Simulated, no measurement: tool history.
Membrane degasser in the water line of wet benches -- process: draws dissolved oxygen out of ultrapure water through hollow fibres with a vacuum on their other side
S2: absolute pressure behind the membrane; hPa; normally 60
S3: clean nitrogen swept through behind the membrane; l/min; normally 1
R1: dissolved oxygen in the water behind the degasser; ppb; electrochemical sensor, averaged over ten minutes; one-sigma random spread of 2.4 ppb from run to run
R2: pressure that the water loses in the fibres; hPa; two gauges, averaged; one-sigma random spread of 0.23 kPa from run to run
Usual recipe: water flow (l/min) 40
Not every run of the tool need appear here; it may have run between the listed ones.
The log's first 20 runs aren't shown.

Run 21, day 55.921: usual settings but water flow (l/min) 56, S2 105.8 hPa, S3 2.72 l/min. Result: R1 366.2 ppb, R2 828.5 hPa.
Run 22, day 59.829: usual settings but water flow (l/min) 56, S2 105.8 hPa, S3 2.72 l/min. Result: R1 363.3 ppb, R2 829.4 hPa.
Run 23, day 63.196: usual settings but water flow (l/min) 43, S2 126.6 hPa. Result: R1 765.7 ppb, R2 632.2 hPa.
Run 24, day 65.242: usual settings but water flow (l/min) 51, S3 0.94 l/min. Result: R1 311.6 ppb, R2 752.5 hPa.
Run 25, day 68.392: usual settings but water flow (l/min) 24, S2 51.8 hPa, S3 1.78 l/min. Result: R1 68.8 ppb, R2 356 hPa.
Run 26, day 70.754: usual settings but water flow (l/min) 24, S2 51.8 hPa, S3 1.78 l/min. Result: R1 67.9 ppb, R2 355.2 hPa.
Run 27, day 73.104: usual settings but water flow (l/min) 48, S2 51.8 hPa, S3 0.52 l/min. Result: R1 321.1 ppb, R2 705.8 hPa.
Run 28, day 74.721: usual settings but S2 46.1 hPa, S3 1.65 l/min. Result: R1 96.9 ppb, R2 587.2 hPa.
Run 29, day 76.475: usual settings but water flow (l/min) 41, S2 100.2 hPa. Result: R1 551.9 ppb, R2 603.4 hPa.
Run 30, day 79.45: usual settings but water flow (l/min) 25, S2 99.3 hPa, S3 0.64 l/min. Result: R1 501.7 ppb, R2 366.4 hPa.
Run 31, day 83.329: usual settings but water flow (l/min) 32, S2 101.5 hPa, S3 1.01 l/min. Result: R1 449.9 ppb, R2 473.9 hPa.
Run 32, day 87.108: usual settings but water flow (l/min) 32, S2 101.5 hPa, S3 1.01 l/min. Result: R1 444 ppb, R2 471.2 hPa.
At day 88.025: seals of the vacuum lines changed.
Run 33, day 90.25: usual settings but water flow (l/min) 32, S2 101.5 hPa, S3 1.01 l/min. Result: R1 453.9 ppb, R2 474.9 hPa.

Forecast each of these 3 alternatives for the next run:
Run A, day 92.321: usual settings but water flow (l/min) 32, S2 102.7 hPa, S3 1.01 l/min. Result: R1 ?, R2 ?.
Run B, day 92.321: usual settings but S3 1.29 l/min. Result: R1 ?, R2 ?.
Run C, day 92.321: usual settings but water flow (l/min) 32, S2 138.3 hPa, S3 0.64 l/min. Result: R1 ?, R2 ?.

run     R1     R2
  A  455.9  470.5
  B  201.9  591.7
  C  942.8  472.8
Without the tool's hidden state the same runs would have given:
run     R1     R2
  A  455.6  470.3
  B  201.6  591.5
  C  942.4  472.7
